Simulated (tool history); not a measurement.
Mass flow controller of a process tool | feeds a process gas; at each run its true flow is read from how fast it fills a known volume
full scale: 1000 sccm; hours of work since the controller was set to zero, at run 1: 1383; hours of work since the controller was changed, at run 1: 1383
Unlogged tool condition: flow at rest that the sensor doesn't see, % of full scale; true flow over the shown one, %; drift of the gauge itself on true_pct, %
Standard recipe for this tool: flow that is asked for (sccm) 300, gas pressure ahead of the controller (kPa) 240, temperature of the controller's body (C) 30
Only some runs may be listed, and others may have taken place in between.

| run | hour | flow that is asked for (sccm) | gas pressure ahead of the controller (kPa) | temperature of the controller's body (C) | hours of work since the controller was set to zero | hours of work since the controller was changed | true flow (%) |
|---|---|---|---|---|---|---|---|
| 1 | 0.0 | 300 | 240 | 30 | 1383 | 1383 | 97.01 |
| 2 | 74.6 | 300 | 240 | 30 | 1412 | 1412 | 96.96 |
| 3 | 167.7 | 300 | 240 | 30 | 1449 | 1449 | 96.96 |
| 4 | 260.2 | 300 | 240 | 30 | 1485 | 1485 | 97.02 |
| 5 | 347.5 | 300 | 240 | 30 | 1520 | 1520 | 96.94 |
| 6 | 400.6 | 300 | 240 | 30 | 1540 | 1540 | 96.89 |
| 7 | 469.4 | 300 | 141 | 30 | 1568 | 1568 | 97.33 |
| 8 | 523.3 | 300 | 141 | 30 | 1589 | 1589 | 97.26 |
| 9 | 620.8 | 300 | 141 | 30 | 1627 | 1627 | 97.17 |
| 10 | 671.8 | 300 | 141 | 30 | 1647 | 1647 | 97.32 |
| 11 | 711.0 | 300 | 141 | 30 | 1663 | 1663 | 97.24 |
|  | 719.6 | controller's zero set anew |
| 12 | 782.1 | 300 | 240 | 30 | 25 | 1690 | 96.65 |
| 13 | 822.4 | 563 | 171 | 34 | 40 | 1706 | 97.93 |
| 14 | 903.9 | 563 | 171 | 34 | 72 | 1738 | 97.88 |
| 15 | 951.1 | 563 | 171 | 34 | 91 | 1757 | 97.89 |
| 16 | 992.4 | 815 | 179 | 34 | 107 | 1773 | 98.82 |
| 17 | 1082.8 | 815 | 179 | 34 | 143 | 1809 | 98.82 |
|  | 1128.2 | controller's zero set anew, once more |
| 18 | 1128.9 | 213 | 179 | 34 | 0 | 1826 | 97.78 |
| 19 | 1195.0 | 213 | 179 | 34 | 26 | 1852 | 97.70 |
| 20 | 1270.5 | 213 | 179 | 34 | 56 | 1882 | 97.62 |
| 21 | 1322.0 | 213 | 179 | 34 | 76 | 1902 | 97.64 |
| 22 | 1401.6 | 300 | 206 | 21 | 107 | 1934 | 98.49 |
| 23 | 1445.9 | 300 | 206 | 21 | 125 | 1951 | 98.40 |
| 24 | 1515.8 | 300 | 206 | 21 | 152 | 1979 | 98.36 |

For some of the steps in true flow (%) from one run to the next: how much would appear even if the tool had no hidden state, given the settings, what came in and random variation, and how much remains for the hidden state plus any gauge scatter that the measured result and the result without hidden state don't share?
Run 12 -> 13: flow that is asked for (sccm) 300 -> 563, gas pressure ahead of the controller (kPa) 240 -> 171, temperature of the controller's body (C) 30 -> 34. true flow (%) +1.28: hidden state +0.71, all else +0.57.
Run 17 -> 18: flow that is asked for (sccm) 815 -> 213, controller's zero set anew, once more. true flow (%) -1.04: hidden state +0.47, all else -1.51.
